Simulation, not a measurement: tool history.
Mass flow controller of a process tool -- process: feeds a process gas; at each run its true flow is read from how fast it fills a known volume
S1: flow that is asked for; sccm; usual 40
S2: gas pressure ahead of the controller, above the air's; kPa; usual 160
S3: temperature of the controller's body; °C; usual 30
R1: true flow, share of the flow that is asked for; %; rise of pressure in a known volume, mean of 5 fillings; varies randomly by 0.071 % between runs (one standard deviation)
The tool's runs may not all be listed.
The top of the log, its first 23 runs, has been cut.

{"run": 24, "hour": 4514.5, "S1": 40, "S2": 160, "S3": 30, "R1": 100.96}
{"run": 25, "hour": 4722.2, "S1": 40, "S2": 220, "S3": 30, "R1": 101.41}
{"run": 26, "hour": 4849.5, "S1": 8, "S2": 160, "S3": 21, "R1": 100.9}
{"run": 27, "hour": 5091.2, "S1": 8, "S2": 160, "S3": 21, "R1": 101.19}
{"run": 28, "hour": 5281.4, "S1": 9, "S2": 176, "S3": 28, "R1": 101.31}
{"run": 29, "hour": 5531.0, "S1": 9, "S2": 176, "S3": 28, "R1": 101.59}
{"run": 30, "hour": 5737.2, "S1": 21, "S2": 175, "S3": 35, "R1": 101.71}
{"run": 31, "hour": 5969.6, "S1": 9, "S2": 160, "S3": 30, "R1": 101.67}
{"run": 32, "hour": 6168.9, "S1": 9, "S2": 160, "S3": 30, "R1": 101.98}
{"hour": 6401.6, "done": "gauge calibrated"}
{"run": 33, "hour": 6413.1, "S1": 9, "S2": 160, "S3": 30, "R1": 98.89}
{"run": 34, "hour": 6569.4, "S1": 40, "S2": 160, "S3": 24, "R1": 99.79}
{"run": 35, "hour": 6835.8, "S1": 40, "S2": 276, "S3": 38, "R1": 100.37}
{"run": 36, "hour": 6949.6, "S1": 11, "S2": 211, "S3": 23, "R1": 99.94}
{"run": 37, "hour": 7150.4, "S1": 8, "S2": 177, "S3": 27, "R1": 99.77}
{"run": 38, "hour": 7375.0, "S1": 11, "S2": 237, "S3": 30, "R1": 100.27}
{"run": 39, "hour": 7528.3, "S1": 27, "S2": 260, "S3": 27, "R1": 100.94}
{"run": 40, "hour": 7698.1, "S1": 27, "S2": 260, "S3": 27, "R1": 101.19}
{"run": 41, "hour": 7946.0, "S1": 11, "S2": 194, "S3": 20, "R1": 100.83}
{"run": 42, "hour": 8152.5, "S1": 26, "S2": 194, "S3": 20, "R1": 101.33}
{"run": 43, "hour": 8392.5, "S1": 28, "S2": 271, "S3": 39, "R1": 101.57}
{"run": 44, "hour": 8616.9, "S1": 28, "S2": 271, "S3": 39, "R1": 101.75}
{"hour": 8638.2, "done": "controller's zero set anew"}
{"run": 45, "hour": 8848.6, "S1": 9, "S2": 160, "S3": 31, "R1": 101.28}
{"run": 46, "hour": 9036.2, "S1": 9, "S2": 245, "S3": 24, "R1": 102.06}
{"run": 47, "hour": 9274.6, "S1": 9, "S2": 245, "S3": 24, "R1": 102.31}
{"run": 48, "hour": 9418.1, "S1": 40, "S2": 185, "S3": 39, "R1": 102.08}

Below are 4 alternative next runs, each starting from the tool's condition after run 48. Predict each:
{"run": "A", "hour": 9665.5, "S1": 40, "S2": 211, "S3": 30, "R1": "?"}
{"run": "B", "hour": 9665.5, "S1": 40, "S2": 185, "S3": 28, "R1": "?"}
{"run": "C", "hour": 9665.5, "S1": 24, "S2": 160, "S3": 31, "R1": "?"}
{"run": "D", "hour": 9665.5, "S1": 14, "S2": 206, "S3": 22, "R1": "?"}

run=A R1=102.78
run=B R1=102.76
run=C R1=102.26
run=D R1=102.48
With the hidden condition removed and each run's random variation left untouched, the same runs would have given:
run=A R1=99.67
run=B R1=99.64
run=C R1=99.16
run=D R1=99.37

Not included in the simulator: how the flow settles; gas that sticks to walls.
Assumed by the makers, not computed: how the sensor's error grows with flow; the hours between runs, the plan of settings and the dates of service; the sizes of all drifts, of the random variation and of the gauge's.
